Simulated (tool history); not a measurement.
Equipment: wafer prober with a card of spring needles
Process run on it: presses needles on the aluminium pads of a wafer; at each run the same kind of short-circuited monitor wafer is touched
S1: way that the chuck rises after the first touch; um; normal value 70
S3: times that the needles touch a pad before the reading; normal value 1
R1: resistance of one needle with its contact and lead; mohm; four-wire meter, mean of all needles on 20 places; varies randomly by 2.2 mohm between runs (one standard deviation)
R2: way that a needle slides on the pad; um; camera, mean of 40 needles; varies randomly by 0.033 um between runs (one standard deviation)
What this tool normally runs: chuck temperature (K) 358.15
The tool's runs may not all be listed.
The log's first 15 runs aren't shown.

-- day=18.971 tips cleaned on abrasive film
-- day=19.696 tips cleaned on abrasive film
run 16 day=19.696 | S1=70 chuck_temperature_(K)=358.15 S3=1 | R1=249 R2=17.75
-- day=20.462 tips cleaned on abrasive film
run 17 day=20.788 | S1=70 chuck_temperature_(K)=358.15 S3=1 | R1=275 R2=17.68
-- day=20.954 height of the first contact set anew
-- day=21.267 tips cleaned on abrasive film
run 18 day=21.75 | S1=61 chuck_temperature_(K)=396.15 S3=3 | R1=270 R2=16.08
-- day=21.971 tips cleaned on abrasive film
-- day=22.746 tips cleaned on abrasive film
run 19 day=23.396 | S1=82 chuck_temperature_(K)=358.15 S3=1 | R1=278 R2=21.56
-- day=23.492 tips cleaned on abrasive film
run 20 day=24.158 | S1=69 chuck_temperature_(K)=332.15 S3=1 | R1=287 R2=18.11
-- day=24.242 tips cleaned on abrasive film
-- day=24.929 tips cleaned on abrasive film
-- day=25.629 tips cleaned on abrasive film
run 21 day=25.629 | S1=69 chuck_temperature_(K)=332.15 S3=1 | R1=241 R2=18.1
-- day=26.408 tips cleaned on abrasive film
run 22 day=27 | S1=66 chuck_temperature_(K)=360.15 S3=3 | R1=264 R2=17.25
-- day=27.233 tips cleaned on abrasive film
-- day=28.004 tips cleaned on abrasive film
run 23 day=28.567 | S1=70 chuck_temperature_(K)=301.15 S3=1 | R1=276 R2=18.3
-- day=28.717 tips cleaned on abrasive film
-- day=29.446 tips cleaned on abrasive film
-- day=30.15 tips cleaned on abrasive film
run 24 day=30.208 | S1=62 chuck_temperature_(K)=349.15 S3=2 | R1=252 R2=16.08
-- day=30.917 tips cleaned on abrasive film
run 25 day=31.062 | S1=83 chuck_temperature_(K)=358.15 S3=1 | R1=254 R2=21.54
-- day=31.683 tips cleaned on abrasive film
run 26 day=32.321 | S1=83 chuck_temperature_(K)=358.15 S3=1 | R1=280 R2=21.51
-- day=32.454 tips cleaned on abrasive film
-- day=33.254 tips cleaned on abrasive film
-- day=33.975 tips cleaned on abrasive film
run 27 day=34.058 | S1=83 chuck_temperature_(K)=358.15 S3=1 | R1=253 R2=21.57
-- day=34.662 tips cleaned on abrasive film
-- day=35.354 tips cleaned on abrasive film
run 28 day=35.408 | S1=85 chuck_temperature_(K)=358.15 S3=2 | R1=246 R2=22.06
-- day=36.179 tips cleaned on abrasive film
-- day=36.967 tips cleaned on abrasive film
run 29 day=36.967 | S1=85 chuck_temperature_(K)=309.15 S3=2 | R1=236 R2=21.96
-- day=37.662 tips cleaned on abrasive film
run 30 day=38.225 | S1=85 chuck_temperature_(K)=333.15 S3=2 | R1=256 R2=22
-- day=38.446 tips cleaned on abrasive film
-- day=39.188 tips cleaned on abrasive film
run 31 day=39.292 | S1=78 chuck_temperature_(K)=391.15 S3=2 | R1=258 R2=20.06

Below are 3 alternative next runs, each starting from the tool's condition after run 31. Predict each:
-- day=40.033 tips cleaned on abrasive film
run A day=40.042 | S1=78 chuck_temperature_(K)=391.15 S3=3 | R1=? R2=?
-- day=40.033 tips cleaned on abrasive film
run B day=40.042 | S1=85 chuck_temperature_(K)=388.15 S3=1 | R1=? R2=?
-- day=40.033 tips cleaned on abrasive film
run C day=40.042 | S1=78 chuck_temperature_(K)=358.15 S3=1 | R1=? R2=?

run=A R1=252 R2=20.02
run=B R1=256 R2=21.9
run=C R1=250 R2=20.03
Without the tool's unlogged condition, the same runs would have read:
run=A R1=249 R2=20.53
run=B R1=250 R2=22.4
run=C R1=243 R2=20.53
